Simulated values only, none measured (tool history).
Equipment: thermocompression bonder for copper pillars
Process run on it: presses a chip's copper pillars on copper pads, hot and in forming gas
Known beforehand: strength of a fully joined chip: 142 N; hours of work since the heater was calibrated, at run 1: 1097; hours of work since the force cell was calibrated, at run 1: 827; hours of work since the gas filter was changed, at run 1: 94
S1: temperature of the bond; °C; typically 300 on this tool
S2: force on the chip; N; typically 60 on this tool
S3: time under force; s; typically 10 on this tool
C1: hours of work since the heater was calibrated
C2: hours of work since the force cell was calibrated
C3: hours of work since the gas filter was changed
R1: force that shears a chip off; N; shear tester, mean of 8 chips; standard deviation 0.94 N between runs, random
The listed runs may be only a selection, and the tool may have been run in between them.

run,hour,S1,S2,S3,C1,C2,C3,R1
1,0.0,300,60,10,1097,827,94,68.5
2,25.9,300,60,7,1110,840,107,60.3
3,61.0,300,60,7,1128,858,124,59.1
# hour 87.8: forming gas filter changed
4,93.8,294,60,10,1144,875,3,70.6
5,126.8,294,60,10,1161,891,20,69.9
6,161.7,300,60,10,1178,909,37,70.8
7,195.9,300,60,10,1196,926,55,68.5
8,235.5,300,60,10,1216,946,75,70.9
9,260.7,300,60,10,1229,959,88,69.5
10,293.1,300,60,10,1245,976,104,68.4
11,311.2,300,60,10,1254,985,113,68.8
12,353.0,300,60,10,1275,1006,134,66.0
# hour 361.5: forming gas filter changed
13,373.5,300,60,10,1286,1016,6,74.1
14,411.4,300,60,10,1305,1035,25,72.2
15,435.7,300,60,10,1317,1048,38,72.2
16,477.1,300,52,10,1338,1069,59,63.6
17,508.8,300,52,10,1354,1085,75,63.2
18,528.1,300,52,10,1364,1095,84,62.6
19,569.0,300,52,10,1385,1115,105,61.7
20,596.6,300,60,10,1399,1129,119,65.6
# hour 634.8: forming gas filter changed
21,634.8,300,60,10,1418,1148,0,74.7
22,672.6,307,63,10,1437,1168,19,80.2
23,715.2,307,63,10,1459,1189,41,78.2
24,747.9,296,42,10,1475,1206,57,52.6
25,788.4,307,75,10,1496,1226,78,84.8
26,819.6,307,62,30,1512,1242,94,99.6
# hour 837.2: heater calibrated with a thermocouple chip
27,844.5,307,62,30,4,1254,105,104.3
28,880.0,310,60,10,22,1272,123,80.2
# hour 908.9: forming gas filter changed
29,921.3,300,38,17,42,1292,6,72.7
30,949.2,300,38,17,57,1307,20,70.2
31,988.4,304,46,6,76,1326,40,57.9
32,1012.7,304,46,6,89,1339,53,56.9
33,1030.8,304,46,6,98,1348,62,56.0
34,1050.9,304,46,6,108,1358,72,55.6
35,1080.9,304,46,6,123,1373,87,55.0
36,1121.9,299,46,6,144,1394,108,50.6
37,1149.5,299,46,6,158,1408,122,50.5
# hour 1183.1: forming gas filter changed
38,1184.5,297,46,6,176,1426,1,54.0
39,1218.3,297,84,6,193,1443,18,80.7

Predict each of these 3 candidate next runs independently; none follows another, all start after run 39:
A,1241.6,326,84,6,205,1455,30,?
B,1241.6,278,82,12,205,1455,30,?
C,1241.6,310,53,9,205,1455,30,?

run,R1
A,100.2
B,80.6
C,77.2
Had the tool no hidden state, the same runs would have come out as:
run,R1
A,101.2
B,81.3
C,77.6
